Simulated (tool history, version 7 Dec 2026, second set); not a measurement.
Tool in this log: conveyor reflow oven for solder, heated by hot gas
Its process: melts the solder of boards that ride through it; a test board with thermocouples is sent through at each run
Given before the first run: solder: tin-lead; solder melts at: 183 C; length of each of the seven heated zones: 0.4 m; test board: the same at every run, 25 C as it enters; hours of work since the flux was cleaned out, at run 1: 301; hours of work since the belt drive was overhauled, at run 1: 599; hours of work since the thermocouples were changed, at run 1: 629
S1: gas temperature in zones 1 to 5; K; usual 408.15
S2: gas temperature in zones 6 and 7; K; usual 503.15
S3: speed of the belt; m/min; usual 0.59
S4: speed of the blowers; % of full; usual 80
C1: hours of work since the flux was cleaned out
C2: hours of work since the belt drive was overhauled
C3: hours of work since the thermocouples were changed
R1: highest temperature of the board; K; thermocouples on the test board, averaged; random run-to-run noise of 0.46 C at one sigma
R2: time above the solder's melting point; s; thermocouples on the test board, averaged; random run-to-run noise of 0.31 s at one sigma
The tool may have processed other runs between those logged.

run   hour      S1      S2     S3  S4   C1   C2   C3      R1    R2
  1      0  408.15  503.15   0.59  80  301  599  629  489.25  60.2
  2     39  408.15  504.15   0.59  80  317  615  646  490.85  60.6
      57.1  -- flux residue cleaned out of gas plates and filters
  3   87.2  408.15  504.15   0.59  80   13  634  664  490.15  62.6
  4    143  408.15  504.15   0.59  80   37  658  688  490.35  62.2
  5  173.2  408.15  504.15   0.59  80   50  671  701  490.85  61.7
  6  202.6  408.15  504.15   0.59  80   62  683  714  490.65  61.4
  7  237.6  402.15  509.15  0.692  50   77  698  729  477.05  35.7
  8  276.7  397.15  509.15  0.626  50   94  715  745  480.05    42
  9  305.1  397.15  509.15  0.626  50  106  727  757  479.75  42.4
 10  366.3  418.15  491.15  0.694  50  132  753  784  467.95    26
 11    415  418.15  491.15  0.694  50  153  774  804  467.05  26.1
 12  449.8  408.15  503.15  0.587  57  168  789  819  483.05  53.2

Across each entry between runs, compare the hidden state at the last listed run before it with the hidden state at the first listed run after it:
In the gap between runs 2 and 3: flux residue cleaned out of gas plates and filters (hour 57.1)
  heat that the gas passes to the board, % of a clean oven's: 94.8 -> 99.2; belt's true speed, % of the reading: 99.44 -> 99.42; true gas temperature in zones 6 and 7 over the reading, C: -2.36 -> -2.44
  the result without the hidden state subtracted from the measured one, R1: -3.2 -> -2.2 K; R2: -2.2 -> -1.2 s

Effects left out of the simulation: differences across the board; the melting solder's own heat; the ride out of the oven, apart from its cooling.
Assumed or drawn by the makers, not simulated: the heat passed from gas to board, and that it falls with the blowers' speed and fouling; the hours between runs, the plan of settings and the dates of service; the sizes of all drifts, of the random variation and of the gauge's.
